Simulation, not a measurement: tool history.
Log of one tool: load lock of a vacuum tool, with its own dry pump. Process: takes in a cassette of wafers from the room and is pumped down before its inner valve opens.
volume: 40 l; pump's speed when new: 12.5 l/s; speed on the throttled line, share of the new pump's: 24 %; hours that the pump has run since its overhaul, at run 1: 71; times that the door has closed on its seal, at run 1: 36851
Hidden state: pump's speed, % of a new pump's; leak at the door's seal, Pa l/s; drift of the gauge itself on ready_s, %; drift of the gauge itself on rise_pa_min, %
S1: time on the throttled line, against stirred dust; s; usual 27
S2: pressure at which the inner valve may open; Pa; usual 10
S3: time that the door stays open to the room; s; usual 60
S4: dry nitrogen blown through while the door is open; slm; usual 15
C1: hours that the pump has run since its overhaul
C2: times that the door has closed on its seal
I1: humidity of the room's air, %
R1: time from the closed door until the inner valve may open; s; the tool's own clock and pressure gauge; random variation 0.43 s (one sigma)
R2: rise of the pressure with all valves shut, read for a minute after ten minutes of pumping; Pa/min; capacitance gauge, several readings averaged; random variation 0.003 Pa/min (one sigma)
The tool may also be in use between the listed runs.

run 1 hour=0 | S1=27 S2=10 S3=60 S4=15 | C1=71 C2=36851 | I1=45.3 | R1=50.9 R2=0.266
run 2 hour=150.6 | S1=27 S2=10 S3=60 S4=15 | C1=221 C2=37444 | I1=41.6 | R1=51 R2=0.266
run 3 hour=288.7 | S1=27 S2=10 S3=60 S4=15 | C1=359 C2=37988 | I1=47.1 | R1=51.5 R2=0.276
run 4 hour=383.6 | S1=27 S2=10 S3=60 S4=15 | C1=454 C2=38362 | I1=43.4 | R1=50.6 R2=0.272
run 5 hour=484.1 | S1=27 S2=10 S3=60 S4=15 | C1=555 C2=38758 | I1=44.6 | R1=49.9 R2=0.279
run 6 hour=658.5 | S1=27 S2=10 S3=80 S4=29 | C1=729 C2=39445 | I1=43.5 | R1=51.3 R2=0.283
run 7 hour=744.9 | S1=27 S2=10 S3=60 S4=15 | C1=816 C2=39785 | I1=41.4 | R1=50.7 R2=0.283
run 8 hour=929 | S1=27 S2=10 S3=60 S4=15 | C1=1000 C2=40510 | I1=45.7 | R1=51 R2=0.295
run 9 hour=1044.6 | S1=27 S2=10 S3=77 S4=16 | C1=1115 C2=40965 | I1=44.4 | R1=51.1 R2=0.308
run 10 hour=1226.3 | S1=27 S2=10 S3=77 S4=16 | C1=1297 C2=41681 | I1=44.1 | R1=51.4 R2=0.319

Forecast each of these 3 alternatives for the next run:
run A hour=1334.1 | S1=27 S2=9 S3=60 S4=4 | C1=1405 C2=42106 | I1=45.1 | R1=? R2=?
run B hour=1334.1 | S1=24 S2=10 S3=149 S4=16 | C1=1405 C2=42106 | I1=44 | R1=? R2=?
run C hour=1334.1 | S1=23 S2=10 S3=36 S4=15 | C1=1405 C2=42106 | I1=47.6 | R1=? R2=?

run=A R1=51.6 R2=0.32
run=B R1=48.4 R2=0.349
run=C R1=47.8 R2=0.308
Without the tool's hidden state the same runs would have given:
run=A R1=51 R2=0.046
run=B R1=47.7 R2=0.072
run=C R1=47.1 R2=0.032
